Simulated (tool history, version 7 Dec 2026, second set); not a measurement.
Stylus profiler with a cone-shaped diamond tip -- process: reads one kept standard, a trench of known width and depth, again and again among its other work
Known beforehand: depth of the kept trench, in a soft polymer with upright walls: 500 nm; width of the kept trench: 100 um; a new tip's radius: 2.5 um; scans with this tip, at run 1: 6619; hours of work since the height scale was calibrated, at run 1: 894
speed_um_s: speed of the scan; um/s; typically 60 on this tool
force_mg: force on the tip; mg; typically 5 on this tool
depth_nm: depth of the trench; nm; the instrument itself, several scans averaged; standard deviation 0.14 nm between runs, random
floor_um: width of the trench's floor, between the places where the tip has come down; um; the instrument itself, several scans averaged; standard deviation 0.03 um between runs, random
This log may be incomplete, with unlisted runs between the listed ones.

run,hour,speed_um_s,force_mg,scans with this tip,hours of work since the height scale was calibrated,depth_nm,floor_um
1,0,60,5,6619,894,506.11,96.61
2,21.4,16,5,6726,909,505.97,96.68
3,42.9,27,5,6835,923,506.08,96.7
4,71.8,27,1.76,6980,943,502.23,96.63
5,93,27,1.76,7086,958,502.16,96.65
6,130.6,50,5,7276,983,505.94,96.63
7,162.9,60,5,7438,1005,505.94,96.59
8,197.6,60,5,7612,1029,505.9,96.56
9,222.5,60,5,7737,1045,505.92,96.53
10,247.9,60,5,7865,1063,505.69,96.61
11,279.4,60,5,8024,1084,505.94,96.53
12,312.6,60,5,8191,1107,505.76,96.52
13,347.9,127,5,8368,1131,505.68,96.36
14,388,53,5,8570,1158,505.51,96.53
15,418.9,53,5,8725,1179,505.71,96.53
16,445.6,21,5,8859,1197,505.61,96.62
17,479.8,21,5,9031,1220,505.42,96.58
18,501.1,21,5,9139,1235,505.4,96.61
19,519.1,60,2.24,9229,1247,502.47,96.44
20,545.9,60,2.24,9364,1265,502.33,96.44
21,577.8,60,2.24,9524,1287,502.22,96.42
22,596,60,4.43,9615,1299,504.84,96.47
23,636.2,35,5,9818,1327,505.22,96.52
24,663.1,62,10.5,9953,1345,509.93,96.54

Run 25 comes next. What will it give?
25,684.8,17,7.81,10062,1360,?,?

{"run 25": {"depth_nm": 507.96, "floor_um": 96.6}}
Had the tool carried no hidden state, the very same run would have given depth_nm 510.16 nm, floor_um 96.96 um.

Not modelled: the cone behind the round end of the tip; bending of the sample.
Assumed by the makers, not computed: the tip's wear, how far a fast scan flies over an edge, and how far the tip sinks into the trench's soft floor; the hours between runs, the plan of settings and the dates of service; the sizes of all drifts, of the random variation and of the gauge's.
